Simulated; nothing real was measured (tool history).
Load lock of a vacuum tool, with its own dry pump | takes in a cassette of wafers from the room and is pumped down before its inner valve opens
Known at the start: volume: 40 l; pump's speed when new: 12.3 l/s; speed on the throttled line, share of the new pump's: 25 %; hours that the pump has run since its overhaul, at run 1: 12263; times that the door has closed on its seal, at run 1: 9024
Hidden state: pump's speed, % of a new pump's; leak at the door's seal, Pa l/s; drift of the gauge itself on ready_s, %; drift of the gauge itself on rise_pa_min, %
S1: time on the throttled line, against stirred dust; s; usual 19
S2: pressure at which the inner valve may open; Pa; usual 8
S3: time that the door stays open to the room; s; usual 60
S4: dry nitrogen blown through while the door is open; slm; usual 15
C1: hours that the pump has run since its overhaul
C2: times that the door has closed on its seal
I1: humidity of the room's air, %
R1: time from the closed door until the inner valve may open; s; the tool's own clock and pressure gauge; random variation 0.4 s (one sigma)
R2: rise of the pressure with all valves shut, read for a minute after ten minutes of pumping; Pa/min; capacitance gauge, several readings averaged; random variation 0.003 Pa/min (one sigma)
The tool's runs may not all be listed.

run 1 day=0.000 | S1=19 S2=8 S3=60 S4=15 | C1=12263 C2=9024 | I1=42.8 | R1=46.3 R2=0.035
run 2 day=3.192 | S1=19 S2=8 S3=60 S4=15 | C1=12339 C2=9190 | I1=42.9 | R1=45.4 R2=0.031
run 3 day=8.975 | S1=19 S2=8 S3=60 S4=15 | C1=12478 C2=9490 | I1=42.8 | R1=45.2 R2=0.036
run 4 day=14.029 | S1=19 S2=8 S3=60 S4=15 | C1=12599 C2=9753 | I1=43.8 | R1=45.6 R2=0.037
run 5 day=17.771 | S1=19 S2=10 S3=60 S4=15 | C1=12689 C2=9947 | I1=44.3 | R1=44.1 R2=0.038
run 6 day=20.992 | S1=19 S2=8 S3=60 S4=15 | C1=12766 C2=10115 | I1=43.2 | R1=44.6 R2=0.035
run 7 day=23.575 | S1=19 S2=8 S3=60 S4=15 | C1=12828 C2=10249 | I1=44.8 | R1=44.8 R2=0.033
run 8 day=26.771 | S1=19 S2=8 S3=60 S4=15 | C1=12905 C2=10415 | I1=46.9 | R1=45.6 R2=0.042
run 9 day=29.271 | S1=19 S2=8 S3=60 S4=15 | C1=12965 C2=10545 | I1=43.8 | R1=45.3 R2=0.034
run 10 day=35.154 | S1=19 S2=8 S3=60 S4=20 | C1=13106 C2=10850 | I1=44.4 | R1=46.1 R2=0.030
run 11 day=39.662 | S1=19 S2=8 S3=60 S4=20 | C1=13214 C2=11084 | I1=44.5 | R1=45.1 R2=0.032
run 12 day=45.379 | S1=19 S2=8 S3=60 S4=20 | C1=13352 C2=11382 | I1=46.4 | R1=44.3 R2=0.028
run 13 day=51.250 | S1=19 S2=8 S3=60 S4=20 | C1=13493 C2=11687 | I1=48.5 | R1=45.1 R2=0.037
run 14 day=54.900 | S1=19 S2=8 S3=60 S4=20 | C1=13580 C2=11876 | I1=43.3 | R1=44.7 R2=0.032
run 15 day=58.025 | S1=19 S2=8 S3=60 S4=15 | C1=13655 C2=12039 | I1=43.7 | R1=45.6 R2=0.029
run 16 day=60.517 | S1=19 S2=8 S3=60 S4=12 | C1=13715 C2=12168 | I1=44.8 | R1=45.1 R2=0.034
run 17 day=66.200 | S1=11 S2=8 S3=60 S4=12 | C1=13851 C2=12463 | I1=44.6 | R1=39.8 R2=0.040
run 18 day=70.862 | S1=11 S2=8 S3=60 S4=12 | C1=13963 C2=12705 | I1=44.0 | R1=39.3 R2=0.035
run 19 day=74.946 | S1=11 S2=8 S3=60 S4=12 | C1=14061 C2=12918 | I1=44.4 | R1=39.4 R2=0.042
run 20 day=79.400 | S1=11 S2=8 S3=60 S4=12 | C1=14168 C2=13149 | I1=48.8 | R1=39.2 R2=0.041
run 21 day=82.279 | S1=11 S2=6 S3=60 S4=12 | C1=14237 C2=13299 | I1=45.0 | R1=39.6 R2=0.039
run 22 day=88.138 | S1=19 S2=8 S3=218 S4=4 | C1=14378 C2=13603 | I1=42.3 | R1=45.2 R2=0.073
run 23 day=92.146 | S1=19 S2=16 S3=71 S4=15 | C1=14474 C2=13811 | I1=42.7 | R1=43.4 R2=0.040
run 24 day=95.679 | S1=19 S2=7 S3=147 S4=28 | C1=14559 C2=13995 | I1=45.4 | R1=45.3 R2=0.038
run 25 day=101.262 | S1=19 S2=7 S3=147 S4=28 | C1=14693 C2=14285 | I1=46.2 | R1=45.1 R2=0.041

Run 26 comes next. What will it give?
run 26 day=107.046 | S1=19 S2=7 S3=147 S4=28 | C1=14832 C2=14585 | I1=49.0 | R1=? R2=?

{"run 26": {"R1": 46.0, "R2": 0.045}}
Without the tool's hidden state the same run would have given R1 46.0 s, R2 0.044 Pa/min.
